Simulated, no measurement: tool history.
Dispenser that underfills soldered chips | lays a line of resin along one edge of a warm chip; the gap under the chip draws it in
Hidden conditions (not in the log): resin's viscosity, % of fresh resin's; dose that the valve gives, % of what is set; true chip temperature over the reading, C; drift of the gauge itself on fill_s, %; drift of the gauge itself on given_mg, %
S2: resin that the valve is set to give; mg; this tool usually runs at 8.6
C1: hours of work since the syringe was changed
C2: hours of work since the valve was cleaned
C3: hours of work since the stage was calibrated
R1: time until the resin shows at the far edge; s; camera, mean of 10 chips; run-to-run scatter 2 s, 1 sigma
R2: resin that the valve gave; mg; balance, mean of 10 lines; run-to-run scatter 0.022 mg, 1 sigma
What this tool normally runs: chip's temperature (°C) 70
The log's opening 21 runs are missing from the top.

run 22 day=4.35 | chip's_temperature_(°C)=82 S2=8.21 | C1=5 C2=5 C3=257 | R1=159.6 R2=8.17
run 23 day=4.604 | chip's_temperature_(°C)=79 S2=9.69 | C1=10 C2=10 C3=262 | R1=218.2 R2=9.64
-- day=4.65 new syringe of resin
run 24 day=4.817 | chip's_temperature_(°C)=58 S2=8.77 | C1=3 C2=13 C3=265 | R1=456.3 R2=8.72
run 25 day=5.075 | chip's_temperature_(°C)=58 S2=8.77 | C1=8 C2=18 C3=270 | R1=563.3 R2=8.68
run 26 day=5.192 | chip's_temperature_(°C)=73 S2=8.52 | C1=10 C2=20 C3=272 | R1=299.6 R2=8.43
-- day=5.242 new syringe of resin
run 27 day=5.417 | chip's_temperature_(°C)=73 S2=8.52 | C1=3 C2=24 C3=276 | R1=223.3 R2=8.39
run 28 day=5.608 | chip's_temperature_(°C)=73 S2=8.52 | C1=6 C2=27 C3=279 | R1=263.5 R2=8.42
run 29 day=5.721 | chip's_temperature_(°C)=73 S2=8.52 | C1=8 C2=29 C3=281 | R1=282.9 R2=8.4
-- day=5.829 new syringe of resin
run 30 day=5.896 | chip's_temperature_(°C)=73 S2=8.45 | C1=1 C2=32 C3=284 | R1=204.4 R2=8.32
run 31 day=6.112 | chip's_temperature_(°C)=62 S2=7.83 | C1=5 C2=36 C3=288 | R1=423.3 R2=7.72
run 32 day=6.229 | chip's_temperature_(°C)=71 S2=8.24 | C1=7 C2=38 C3=290 | R1=296.5 R2=8.07
-- day=6.429 new syringe of resin
run 33 day=6.438 | chip's_temperature_(°C)=84 S2=9.58 | C1=0 C2=41 C3=293 | R1=116.3 R2=9.42
run 34 day=6.575 | chip's_temperature_(°C)=62 S2=8.73 | C1=3 C2=44 C3=296 | R1=382.1 R2=8.56
run 35 day=6.725 | chip's_temperature_(°C)=62 S2=8.73 | C1=5 C2=46 C3=298 | R1=425.9 R2=8.52

Forecast each of these 4 alternatives for the next run:
run A day=6.929 | chip's_temperature_(°C)=64 S2=8.28 | C1=9 C2=50 C3=302 | R1=? R2=?
run B day=6.929 | chip's_temperature_(°C)=82 S2=10.14 | C1=9 C2=50 C3=302 | R1=? R2=?
run C day=6.929 | chip's_temperature_(°C)=56 S2=8.6 | C1=9 C2=50 C3=302 | R1=? R2=?
run D day=6.929 | chip's_temperature_(°C)=62 S2=8.73 | C1=9 C2=50 C3=302 | R1=? R2=?

run=A R1=456.5 R2=8.12
run=B R1=191.7 R2=9.87
run=C R1=694.4 R2=8.4
run=D R1=497.7 R2=8.54
With the hidden condition removed and each run's random variation left untouched, the same runs would have given:
run=A R1=265.8 R2=8.31
run=B R1=113.5 R2=10.1
run=C R1=402.2 R2=8.6
run=D R1=289.5 R2=8.74
